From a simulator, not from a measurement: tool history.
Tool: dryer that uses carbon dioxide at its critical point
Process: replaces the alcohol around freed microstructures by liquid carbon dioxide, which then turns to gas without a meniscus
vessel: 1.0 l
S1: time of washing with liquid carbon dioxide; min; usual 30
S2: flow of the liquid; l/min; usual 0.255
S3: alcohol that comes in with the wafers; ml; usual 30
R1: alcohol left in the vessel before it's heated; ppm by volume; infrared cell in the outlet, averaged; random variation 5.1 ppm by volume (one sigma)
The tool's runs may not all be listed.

run   hour  S1     S2   S3    R1
  1      0  30  0.255   30   116
  2   38.1  30  0.255   30   123
  3   64.7  30  0.255   30   122
      96.8  -- purifier's bed changed
  4     97  30  0.255   30    79
  5  124.8  30  0.255   30    84
     133.5  -- inlet filter changed
  6  158.2  30  0.255   30    65
  7  183.5  44  0.255   30    11
  8  225.4  44  0.255   30    18
  9  262.2  44  0.255   30    23
 10  293.7  44  0.255   30    27
 11  334.3  44  0.255   30    30
 12  355.2  44  0.255   30    39
     381.4  -- inlet filter changed
 13  381.4  25  0.255   30   177
 14  414.6  26  0.218   34   371
 15  434.8  26  0.218   34   371
 16  456.3  26  0.218   34   377
 17    493  19  0.327   81   542
 18  511.2  19  0.327   81   553
 19  528.4  24  0.155   24  1368
 20  549.6  25  0.181   27   814
 21  584.6  25   0.31   27   103
     627.1  -- inlet filter changed
 22  627.9  30  0.157   72  1624
 23    665  36  0.169  102   811
 24  691.8  21   0.32   30   167
 25  717.9  30   0.43   62    57

4 ways to go on from here, each from the tool as it stands after run 25. What would each give?
  A   758  36  0.275  114   ?
  B   758  30   0.43   89   ?
  C   758  20  0.251   36   ?
  D   758  21  0.265   77   ?

run   R1
  A   99
  B   59
  C  681
  D  896
Without the tool's hidden state the same runs would have given:
run   R1
  A   32
  B    2
  C  551
  D  727
